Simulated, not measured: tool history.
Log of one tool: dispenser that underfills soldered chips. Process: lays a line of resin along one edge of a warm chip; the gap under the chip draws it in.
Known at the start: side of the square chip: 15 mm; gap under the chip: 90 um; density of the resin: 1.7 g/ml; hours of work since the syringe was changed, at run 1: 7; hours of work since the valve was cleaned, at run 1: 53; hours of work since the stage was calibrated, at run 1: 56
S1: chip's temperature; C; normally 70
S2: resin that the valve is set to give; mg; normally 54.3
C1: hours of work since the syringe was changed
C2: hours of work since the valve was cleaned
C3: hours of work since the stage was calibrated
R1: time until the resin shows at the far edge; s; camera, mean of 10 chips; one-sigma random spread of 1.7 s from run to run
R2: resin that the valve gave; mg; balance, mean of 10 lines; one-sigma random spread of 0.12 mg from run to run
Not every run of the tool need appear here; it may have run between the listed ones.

run  hour  S1    S2  C1  C2   C3     R1     R2
  1     0  70  54.3   7  53   56  232.2  52.96
      1.2  -- new syringe of resin
  2   6.2  70  54.3   4  57   60  196.2  52.92
     11.6  -- new syringe of resin
  3  14.3  70  50.9   2  62   66  185.3  49.45
  4  21.3  70  50.9   7  67   71  237.6  49.28
     22.4  -- new syringe of resin
       27  -- dispensing valve cleaned and set on the balance
  5  30.5  70  56.5   5   2   76  208.3  56.18
       34  -- new syringe of resin
  6  36.3  70  56.5   2   6   80  181.5  56.24
  7    43  70  54.3   6  11   85  226.1  53.92
       45  -- new syringe of resin
  8  51.7  69  60.1   5  17   91  217.4  59.33
     55.6  -- new syringe of resin
  9  59.9  59    53   3  22   96    308  52.31
       66  -- new syringe of resin
 10  66.8  59    53   1  27  101    283  52.18
     76.7  -- new syringe of resin
 11    77  79  55.2   0  34  108  107.4  54.25
 12  83.2  65  65.2   5  38  112  250.4  63.84
     87.4  -- new syringe of resin
 13  88.6  80  61.9   1  42  116  104.7  60.51
 14    94  74  61.9   5  46  120  165.1  60.09

5 options for the next run, each taken on its own from the tool as it stands now. Forecast them:
     98.3  -- new syringe of resin
  A  99.7  70  52.7   1  50  124   ?   ?
     98.3  -- new syringe of resin
  B  99.7  61  63.4   1  50  124   ?   ?
     98.3  -- new syringe of resin
  C  99.7  58  54.3   1  50  124   ?   ?
     98.3  -- new syringe of resin
  D  99.7  63  54.3   1  50  124   ?   ?
     98.3  -- new syringe of resin
  E  99.7  64  48.7   1  50  124   ?   ?

run     R1     R2
  A  170.6   51.3
  B    252  61.96
  C  300.6  52.88
  D  233.9  52.87
  E  231.2  47.63
The same runs, with their run-to-run variation unchanged, on a tool lacking any hidden condition would have given:
run     R1     R2
  A  167.9  52.66
  B  249.3   63.6
  C    297  54.28
  D  230.7  54.27
  E  227.5  48.89
